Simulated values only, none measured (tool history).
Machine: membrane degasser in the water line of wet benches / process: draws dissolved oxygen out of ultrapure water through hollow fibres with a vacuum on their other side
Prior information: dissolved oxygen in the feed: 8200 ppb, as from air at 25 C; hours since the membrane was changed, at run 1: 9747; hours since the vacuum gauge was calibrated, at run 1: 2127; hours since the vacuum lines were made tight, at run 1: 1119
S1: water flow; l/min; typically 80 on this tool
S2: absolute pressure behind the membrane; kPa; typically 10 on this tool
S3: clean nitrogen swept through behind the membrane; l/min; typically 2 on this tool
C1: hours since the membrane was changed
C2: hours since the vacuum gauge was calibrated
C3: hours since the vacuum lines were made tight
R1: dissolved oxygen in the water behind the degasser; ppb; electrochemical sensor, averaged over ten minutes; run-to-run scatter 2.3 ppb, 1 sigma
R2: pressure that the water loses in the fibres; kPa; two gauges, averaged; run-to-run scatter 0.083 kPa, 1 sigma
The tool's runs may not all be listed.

| run | day | S1 | S2 | S3 | C1 | C2 | C3 | R1 | R2 |
|---|---|---|---|---|---|---|---|---|---|
| 1 | 0 | 80 | 10 | 2 | 9747 | 2127 | 1119 | 700.9 | 32.69 |
| 2 | 8.05 | 80 | 10 | 2 | 9941 | 2321 | 1312 | 697.1 | 32.78 |
| 3 | 13.875 | 80 | 21.3 | 2 | 10080 | 2460 | 1452 | 1417.6 | 32.57 |
| 4 | 18.933 | 80 | 21.3 | 2 | 10202 | 2582 | 1573 | 1415.5 | 32.82 |
| 5 | 28.054 | 80 | 21.3 | 2 | 10421 | 2801 | 1792 | 1423.6 | 32.74 |
| 6 | 38.125 | 80 | 21.3 | 2 | 10662 | 3042 | 2034 | 1420.3 | 32.91 |
| 7 | 43.175 | 80 | 21.3 | 2 | 10784 | 3164 | 2155 | 1420 | 32.79 |
| 8 | 52.096 | 80 | 21.3 | 2 | 10998 | 3378 | 2369 | 1419.9 | 32.79 |
|  | 52.75 | vacuum gauge calibrated |
| 9 | 58.938 | 80 | 8 | 3.71 | 11161 | 149 | 2533 | 420.2 | 32.74 |
| 10 | 63.646 | 92 | 8 | 3.56 | 11274 | 262 | 2646 | 517.9 | 37.82 |
| 11 | 70.883 | 92 | 8 | 3.56 | 11448 | 435 | 2819 | 519.3 | 37.74 |
| 12 | 77.692 | 61 | 10.8 | 3.18 | 11611 | 599 | 2983 | 427.5 | 25.07 |
| 13 | 82.133 | 61 | 10.8 | 3.18 | 11718 | 705 | 3089 | 431.4 | 25.02 |

Some steps in R1 between neighbouring runs. How much of each would the tool show without its hidden state too (settings, what came in, random variation), and how much is left for the hidden state, with any gauge scatter that isn't in both results?
Hidden state present: membrane still open, %; true pressure behind the membrane over the reading, kPa; air that leaks in behind the membrane, l/min; drift of the gauge itself on oxygen_ppb, %; drift of the gauge itself on loss_of_pressure_kpa, %.
Run 8 -> 9: S2 21.3 -> 8, S3 2 -> 3.71, vacuum gauge calibrated. R1 -999.7 ppb: hidden state +6.7, all else -1006.4.
Run 11 -> 12: S1 92 -> 61, S2 8 -> 10.8, S3 3.56 -> 3.18. R1 -91.8 ppb: hidden state -15.2, all else -76.6.
